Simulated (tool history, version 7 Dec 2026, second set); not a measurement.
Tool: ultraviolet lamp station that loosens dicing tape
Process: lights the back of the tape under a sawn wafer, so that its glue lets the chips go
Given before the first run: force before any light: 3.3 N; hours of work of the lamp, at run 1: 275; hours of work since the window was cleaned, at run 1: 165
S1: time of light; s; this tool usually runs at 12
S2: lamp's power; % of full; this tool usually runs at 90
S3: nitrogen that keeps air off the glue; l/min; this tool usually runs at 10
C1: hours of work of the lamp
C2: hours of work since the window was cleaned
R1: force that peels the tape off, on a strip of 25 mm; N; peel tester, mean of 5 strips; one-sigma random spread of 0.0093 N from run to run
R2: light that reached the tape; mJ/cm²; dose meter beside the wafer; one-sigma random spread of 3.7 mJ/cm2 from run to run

run	hour	S1	S2	S3	C1	C2	R1	R2
1	0	12	90	10	275	165	0.429	580
2	51.1	12	90	10	305	195	0.476	570
3	93	12	90	10	329	219	0.455	570
4	143.4	12	90	10	358	248	0.472	556
5	188.9	12	90	10	384	274	0.474	557
6	241.7	12	90	10	415	305	0.476	558
7	284.2	12	90	8	439	329	0.494	556
8	333.6	12	90	10	468	358	0.477	549
9	365.2	12	90	10	486	376	0.482	538
10	413.3	12	90	10	514	404	0.511	533
11	449	12	90	10	534	424	0.506	527
12	483.7	8	90	10	554	444	0.894	352
13	535.2	8	90	10	584	474	0.905	347
14	573.7	12	84	10	606	496	0.61	484
15	600.7	12	65	10	622	512	0.804	375
16	623.5	15	69	4	635	525	0.752	496
17	672.5	16	66	14	663	553	0.528	494
18	720	12	60	16	691	581	0.835	337
19	755.5	6	74	13	711	601	1.459	206
20	782.6	6	74	13	727	617	1.448	208
21	824.6	7	63	4	751	641	1.779	201
22	859.9	12	80	10	772	662	0.653	435
23	902.2	12	78	10	796	686	0.701	419
# hour 924.6: window cleaned of glue's vapour
24	928.8	17	90	4	811	2	0.434	737
25	974.6	17	70	4	837	29	0.625	563
26	1014.6	12	90	5	861	52	0.68	509
27	1062.9	14	72	10	888	80	0.596	473

Each run again, without the hidden state but with its own random variation kept:
Hidden conditions of the tool in this case: lamp's light, % of a new lamp's; light that the window lets through, % of a clean one's; drift of the gauge itself on peel_n, %; drift of the gauge itself on dose_mj_cm2, %.
run	R1	R2
1	0.378	628
2	0.414	622
3	0.391	626
4	0.399	618
5	0.395	623
6	0.392	631
7	0.401	633
8	0.382	632
9	0.381	623
10	0.401	623
11	0.392	620
12	0.72	418
13	0.72	415
14	0.458	583
15	0.621	454
16	0.571	603
17	0.382	608
18	0.627	418
19	1.201	257
20	1.189	260
21	1.515	255
22	0.457	554
23	0.482	539
24	0.323	887
25	0.469	684
26	0.506	623
27	0.431	583

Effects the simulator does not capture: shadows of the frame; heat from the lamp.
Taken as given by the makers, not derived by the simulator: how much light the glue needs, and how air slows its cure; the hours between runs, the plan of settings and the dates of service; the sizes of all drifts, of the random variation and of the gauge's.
